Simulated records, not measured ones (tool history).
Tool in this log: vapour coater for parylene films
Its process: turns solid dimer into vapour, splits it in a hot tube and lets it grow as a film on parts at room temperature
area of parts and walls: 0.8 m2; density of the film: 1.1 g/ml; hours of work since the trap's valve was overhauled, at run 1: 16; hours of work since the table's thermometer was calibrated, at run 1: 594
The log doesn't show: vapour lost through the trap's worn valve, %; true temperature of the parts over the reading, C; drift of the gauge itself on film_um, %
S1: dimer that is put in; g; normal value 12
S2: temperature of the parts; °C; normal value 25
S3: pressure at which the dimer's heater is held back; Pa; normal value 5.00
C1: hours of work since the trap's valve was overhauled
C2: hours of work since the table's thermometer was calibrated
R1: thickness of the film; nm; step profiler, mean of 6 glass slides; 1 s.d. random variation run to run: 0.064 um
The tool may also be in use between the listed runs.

run 1 hour=0.0 | S1=12 S2=25 S3=5.00 | C1=16 C2=594 | R1=7320
run 2 hour=38.7 | S1=12 S2=25 S3=5.00 | C1=34 C2=612 | R1=7260
run 3 hour=66.9 | S1=12 S2=25 S3=4.82 | C1=47 C2=625 | R1=7300
run 4 hour=90.7 | S1=12 S2=25 S3=2.78 | C1=58 C2=636 | R1=8060
run 5 hour=115.3 | S1=12 S2=25 S3=2.78 | C1=70 C2=647 | R1=8200
run 6 hour=151.1 | S1=12 S2=25 S3=2.78 | C1=86 C2=664 | R1=8190
run 7 hour=171.1 | S1=12 S2=25 S3=2.78 | C1=95 C2=673 | R1=8080
run 8 hour=198.6 | S1=5 S2=25 S3=5.00 | C1=108 C2=686 | R1=2940
run 9 hour=232.2 | S1=5 S2=25 S3=5.00 | C1=123 C2=701 | R1=2950
run 10 hour=262.1 | S1=5 S2=25 S3=5.00 | C1=137 C2=715 | R1=2980
run 11 hour=290.7 | S1=5 S2=24 S3=3.12 | C1=150 C2=728 | R1=3330
run 12 hour=313.8 | S1=5 S2=20 S3=3.12 | C1=161 C2=739 | R1=4150
run 13 hour=333.5 | S1=17 S2=20 S3=2.23 | C1=170 C2=748 | R1=14840
run 14 hour=357.6 | S1=12 S2=25 S3=5.00 | C1=181 C2=759 | R1=6930
run 15 hour=393.5 | S1=21 S2=25 S3=5.00 | C1=198 C2=775 | R1=12030
run 16 hour=429.4 | S1=16 S2=25 S3=5.23 | C1=214 C2=792 | R1=8920
run 17 hour=458.2 | S1=17 S2=21 S3=5.16 | C1=227 C2=805 | R1=11630
run 18 hour=486.4 | S1=12 S2=25 S3=3.66 | C1=240 C2=818 | R1=7220

Estimate the outcome of run 19 from the log above:
run 19 hour=527.3 | S1=7 S2=22 S3=7.46 | C1=259 C2=837 | R1=?

Run 19 produced R1 4140 nm.
Minus the tool's unlogged condition, the same run would have read R1 4700 nm.

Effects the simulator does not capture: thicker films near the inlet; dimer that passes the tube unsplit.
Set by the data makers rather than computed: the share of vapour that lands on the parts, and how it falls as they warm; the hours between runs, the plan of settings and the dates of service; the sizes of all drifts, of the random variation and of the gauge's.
